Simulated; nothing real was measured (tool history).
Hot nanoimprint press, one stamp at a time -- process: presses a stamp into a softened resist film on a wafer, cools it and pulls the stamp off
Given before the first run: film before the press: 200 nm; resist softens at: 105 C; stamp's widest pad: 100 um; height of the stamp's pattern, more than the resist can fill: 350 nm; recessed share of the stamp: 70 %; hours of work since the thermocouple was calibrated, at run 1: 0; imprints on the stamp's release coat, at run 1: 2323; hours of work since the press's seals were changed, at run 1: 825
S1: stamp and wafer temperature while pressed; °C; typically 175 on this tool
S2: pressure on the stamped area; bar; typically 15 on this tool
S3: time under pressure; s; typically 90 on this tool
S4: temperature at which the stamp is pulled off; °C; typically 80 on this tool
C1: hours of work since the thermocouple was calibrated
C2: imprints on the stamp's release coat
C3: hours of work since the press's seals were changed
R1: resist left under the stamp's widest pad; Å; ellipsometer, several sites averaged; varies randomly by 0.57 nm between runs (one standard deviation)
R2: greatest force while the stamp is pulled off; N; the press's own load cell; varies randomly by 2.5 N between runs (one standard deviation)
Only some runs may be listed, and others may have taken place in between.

Run 1, day 0: usual settings; C1 0; C2 2323; C3 825. Result: R1 1048 Å, R2 211 N.
Run 2, day 1.575: usual settings; C1 29; C2 2422; C3 854. Result: R1 1053 Å, R2 221 N.
At day 2.025: stamp cleaned and given a new release coat.
Run 3, day 4.133: usual settings; C1 72; C2 133; C3 897. Result: R1 1061 Å, R2 184 N.
Run 4, day 6.188: usual settings but S3 169 s; C1 109; C2 263; C3 934. Result: R1 865 Å, R2 181 N.
Run 5, day 7.704: usual settings but S2 12.7 bar; C1 137; C2 358; C3 962. Result: R1 1158 Å, R2 183 N.
Run 6, day 9.521: usual settings but S4 69 °C; C1 171; C2 473; C3 996. Result: R1 1084 Å, R2 225 N.
Run 7, day 10.992: usual settings but S4 69 °C; C1 198; C2 565; C3 1023. Result: R1 1077 Å, R2 228 N.
Run 8, day 14.033: usual settings but S4 69 °C; C1 254; C2 757; C3 1079. Result: R1 1105 Å, R2 236 N.
Run 9, day 16.004: usual settings but S1 172 °C, S4 69 °C; C1 290; C2 881; C3 1115. Result: R1 1203 Å, R2 231 N.
At day 18.083: plate thermocouple calibrated.
Run 10, day 19.412: usual settings but S1 172 °C, S4 69 °C; C1 25; C2 1088; C3 1176. Result: R1 1156 Å, R2 230 N.
Run 11, day 22.662: usual settings but S1 172 °C, S4 69 °C; C1 84; C2 1293; C3 1236. Result: R1 1168 Å, R2 243 N.
Run 12, day 26.062: usual settings but S1 172 °C, S4 69 °C; C1 147; C2 1507; C3 1299. Result: R1 1172 Å, R2 244 N.
At day 26.712: press's hydraulic seals changed and the load cell set to zero.
Run 13, day 29.875: usual settings but S1 172 °C, S4 69 °C; C1 211; C2 1726; C3 58. Result: R1 1143 Å, R2 254 N.
Run 14, day 31.762: usual settings; C1 246; C2 1845; C3 93. Result: R1 1059 Å, R2 214 N.
Run 15, day 34.442: usual settings; C1 295; C2 2013; C3 142. Result: R1 1061 Å, R2 220 N.
At day 36.167: plate thermocouple calibrated.
Run 16, day 37.804: usual settings; C1 30; C2 2217; C3 202. Result: R1 1032 Å, R2 214 N.
At day 41.404: stamp cleaned and given a new release coat.
Run 17, day 41.558: usual settings but S4 86 °C; C1 95; C2 9; C3 267. Result: R1 1043 Å, R2 154 N.
Run 18, day 44.617: usual settings but S4 86 °C; C1 151; C2 202; C3 323. Result: R1 1067 Å, R2 159 N.
Run 19, day 47.942: usual settings but S1 178 °C, S2 14.6 bar, S3 129 s, S4 86 °C; C1 213; C2 411; C3 385. Result: R1 861 Å, R2 164 N.
Run 20, day 49.7: usual settings but S1 169 °C, S2 20.9 bar, S3 98 s, S4 77 °C; C1 245; C2 522; C3 417. Result: R1 1099 Å, R2 198 N.
Run 21, day 52.583: usual settings but S4 69 °C; C1 298; C2 704; C3 470. Result: R1 1094 Å, R2 229 N.
At day 54.262: plate thermocouple calibrated.
Run 22, day 55.988: usual settings but S4 84 °C; C1 32; C2 910; C3 531. Result: R1 1034 Å, R2 178 N.
Run 23, day 59.146: usual settings but S1 173 °C, S3 49 s, S4 69 °C; C1 90; C2 1109; C3 589. Result: R1 1340 Å, R2 237 N.
Run 24, day 61.262: usual settings but S1 173 °C, S2 13.5 bar, S3 106 s, S4 72 °C; C1 129; C2 1243; C3 628. Result: R1 1117 Å, R2 230 N.
Run 25, day 64.192: usual settings but S3 87 s; C1 183; C2 1427; C3 682. Result: R1 1069 Å, R2 203 N.
Run 26, day 66.317: usual settings but S2 10.1 bar, S3 47 s; C1 222; C2 1561; C3 721. Result: R1 1471 Å, R2 207 N.
Run 27, day 68.642: usual settings but S1 181 °C, S4 73 °C; C1 265; C2 1707; C3 764. Result: R1 895 Å, R2 237 N.
Run 28, day 71.012: usual settings but S1 179 °C, S2 10.7 bar, S3 112 s, S4 79 °C; C1 309; C2 1857; C3 808. Result: R1 1035 Å, R2 217 N.
At day 72.121: plate thermocouple calibrated.
Run 29, day 74.346: usual settings but S1 179 °C, S2 10.7 bar, S3 112 s, S4 79 °C; C1 41; C2 2059; C3 867. Result: R1 1010 Å, R2 217 N.

Each row is a separate what-if for the run after 29, all from the same tool condition, not one after another. Results?
Run A, day 76.65: usual settings but S1 168 °C, S2 10.7 bar, S3 80 s, S4 79 °C; C1 84; C2 2204; C3 909. Result: R1 ?, R2 ?.
Run B, day 76.65: usual settings but S1 178 °C, S2 16.8 bar, S3 79 s, S4 79 °C; C1 84; C2 2204; C3 909. Result: R1 ?, R2 ?.
Run C, day 76.65: usual settings but S1 179 °C, S4 85 °C; C1 84; C2 2204; C3 909. Result: R1 ?, R2 ?.
Run D, day 76.65: usual settings but S2 19.8 bar, S4 82 °C; C1 84; C2 2204; C3 909. Result: R1 ?, R2 ?.
Run E, day 76.65: usual settings but S1 170 °C, S2 10.7 bar, S3 111 s, S4 79 °C; C1 84; C2 2204; C3 909. Result: R1 ?, R2 ?.

run    R1   R2
  A  1487  220
  B   968  219
  C   944  193
  D   966  202
  E  1316  218
Without the tool's hidden state the same runs would have given:
run    R1   R2
  A  1449  179
  B   915  178
  C   896  157
  D   905  164
  E  1274  178
